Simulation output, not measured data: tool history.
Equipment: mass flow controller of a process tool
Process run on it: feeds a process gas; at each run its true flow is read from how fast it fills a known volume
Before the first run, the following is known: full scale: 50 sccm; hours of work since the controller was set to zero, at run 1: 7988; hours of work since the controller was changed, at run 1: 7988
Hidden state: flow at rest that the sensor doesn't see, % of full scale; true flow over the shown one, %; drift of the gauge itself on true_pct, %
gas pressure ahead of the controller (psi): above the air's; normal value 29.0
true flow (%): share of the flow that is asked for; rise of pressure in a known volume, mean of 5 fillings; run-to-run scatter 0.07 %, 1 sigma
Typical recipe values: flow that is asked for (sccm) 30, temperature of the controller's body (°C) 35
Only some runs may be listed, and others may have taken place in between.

run,hour,flow that is asked for (sccm),gas pressure ahead of the controller (psi),temperature of the controller's body (°C),hours of work since the controller was set to zero,hours of work since the controller was changed,true flow (%)
1,0.0,30,29.0,35,7988,7988,98.04
2,391.9,30,29.0,35,8277,8277,98.01
3,619.2,23,29.0,35,8444,8444,98.11
4,938.2,30,20.9,35,8680,8680,97.53
5,1177.6,30,29.0,35,8857,8857,97.89
# hour 1344.2: controller's zero set anew
# hour 1347.2: controller exchanged for a calibrated one
6,1411.2,30,29.0,35,47,47,98.57
7,1733.8,30,29.0,35,285,285,98.54
8,1976.1,30,29.0,35,464,464,98.41
9,2356.0,30,29.0,35,744,744,98.50
# hour 2468.2: controller's zero set anew, once more
10,2601.0,30,29.0,35,98,925,98.39
11,2811.8,30,29.0,35,254,1080,98.30
12,3100.6,30,29.0,35,467,1294,98.20
13,3417.3,30,29.0,35,700,1527,98.38
14,3808.3,30,29.0,35,989,1816,98.38
15,4055.9,7,33.9,29,1172,1999,99.50
16,4442.8,7,33.9,29,1457,2284,99.69
17,4802.2,7,33.9,29,1722,2549,99.70
18,5004.3,46,20.3,23,1872,2698,99.16
19,5357.5,5,30.0,21,2132,2959,101.01
20,5671.2,8,30.7,34,2364,3191,99.02
21,6016.6,8,36.1,26,2619,3446,100.17
22,6389.6,7,20.5,38,2894,3721,98.49
23,6757.1,7,20.5,38,3165,3992,98.59

Expected results for the next run?
24,7087.8,7,20.5,38,3409,4236,?

true flow (%): 98.65
Without the tool's hidden state the same run would have given true flow (%) 97.75.

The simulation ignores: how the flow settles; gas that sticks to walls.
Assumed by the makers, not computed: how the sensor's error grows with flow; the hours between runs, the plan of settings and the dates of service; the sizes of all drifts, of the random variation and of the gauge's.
